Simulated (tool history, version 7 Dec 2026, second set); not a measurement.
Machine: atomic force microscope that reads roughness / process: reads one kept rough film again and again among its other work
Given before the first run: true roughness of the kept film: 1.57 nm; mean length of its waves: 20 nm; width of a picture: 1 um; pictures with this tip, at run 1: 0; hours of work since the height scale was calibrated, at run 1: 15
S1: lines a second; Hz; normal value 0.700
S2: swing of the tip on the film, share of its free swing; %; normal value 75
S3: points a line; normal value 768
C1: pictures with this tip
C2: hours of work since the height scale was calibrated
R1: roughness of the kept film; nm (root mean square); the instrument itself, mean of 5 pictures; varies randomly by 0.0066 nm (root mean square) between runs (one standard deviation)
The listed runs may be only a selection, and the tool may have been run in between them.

run,hour,S1,S2,S3,C1,C2,R1
1,0.0,0.700,75,768,0,15,1.307
2,13.4,0.700,75,768,18,23,1.283
3,41.4,0.700,75,768,55,40,1.253
4,57.7,0.700,75,768,77,50,1.246
5,80.4,0.700,75,768,108,64,1.218
6,99.7,0.700,75,768,134,76,1.198
7,121.6,0.700,75,768,163,89,1.171
8,138.4,0.656,75,768,186,100,1.154
9,170.2,0.700,75,932,229,119,1.140
10,194.3,0.700,75,768,261,134,1.116
11,219.5,0.700,75,768,295,149,1.103
# hour 222.1: new tip fitted
12,244.1,1.985,75,768,29,164,1.196
13,269.1,1.985,75,768,63,179,1.179
14,289.9,1.985,75,768,91,192,1.154
15,321.4,1.985,75,768,133,211,1.124
16,338.5,1.985,75,768,156,221,1.110
17,362.9,1.985,75,768,189,236,1.085
18,381.1,1.985,75,768,214,247,1.085
19,402.4,1.985,75,768,242,260,1.056
20,426.3,1.985,75,768,274,275,1.044
# hour 442.8: new tip fitted
21,457.0,0.700,55,768,19,293,1.300
22,474.9,0.700,55,768,43,304,1.284
23,489.8,0.700,55,768,63,313,1.274
24,516.1,0.700,55,768,98,330,1.254
25,533.6,0.700,55,768,122,340,1.229
26,561.8,0.700,55,768,160,357,1.208
27,592.7,0.803,55,277,202,376,1.144
28,625.1,0.803,55,277,245,396,1.126
29,647.3,3.016,55,413,275,410,1.100
30,660.5,0.534,78,722,293,418,1.102
# hour 664.8: new tip fitted
31,676.9,2.601,78,427,16,427,1.148
32,701.7,0.700,71,777,49,443,1.269
# hour 704.5: height scale calibrated on a step standard
33,731.1,2.913,63,768,88,16,1.183
34,751.5,0.871,62,768,115,29,1.226
# hour 759.8: height scale calibrated on a step standard, once more
35,766.8,0.871,86,768,134,4,1.149
36,792.0,1.729,80,388,168,20,1.077
37,821.3,1.729,80,388,208,37,1.052
38,845.8,1.729,80,388,241,52,1.025
39,867.5,0.862,64,952,270,66,1.123
40,882.5,0.700,69,768,290,75,1.103
# hour 888.4: new tip fitted
41,910.7,0.700,69,768,30,92,1.295
42,924.1,0.700,69,768,48,100,1.281
43,938.3,0.700,69,768,67,109,1.269
44,964.6,0.700,69,768,103,125,1.239
45,993.5,0.700,56,768,142,142,1.242
46,1011.2,0.700,56,768,165,153,1.211
47,1039.9,0.518,56,768,204,171,1.200
48,1053.4,3.338,78,509,222,179,0.987
49,1072.4,3.338,69,546,248,191,1.039
50,1096.7,0.887,75,768,280,205,1.109
# hour 1108.9: new tip fitted
51,1123.3,3.240,89,768,19,221,0.996
52,1140.7,3.503,64,319,43,232,1.174

5 options for the next run, each taken on its own from the tool as it stands now. Forecast them:
A,1156.4,0.700,72,389,64,241,?
B,1156.4,1.116,64,319,64,241,?
C,1156.4,1.927,87,319,64,241,?
D,1156.4,2.729,72,274,64,241,?
E,1156.4,0.700,75,647,64,241,?

run,R1
A,1.242
B,1.221
C,1.077
D,1.125
E,1.253
Take away the tool's hidden state, keep each run's random variation, and the runs would have read:
run,R1
A,1.297
B,1.275
C,1.125
D,1.175
E,1.308
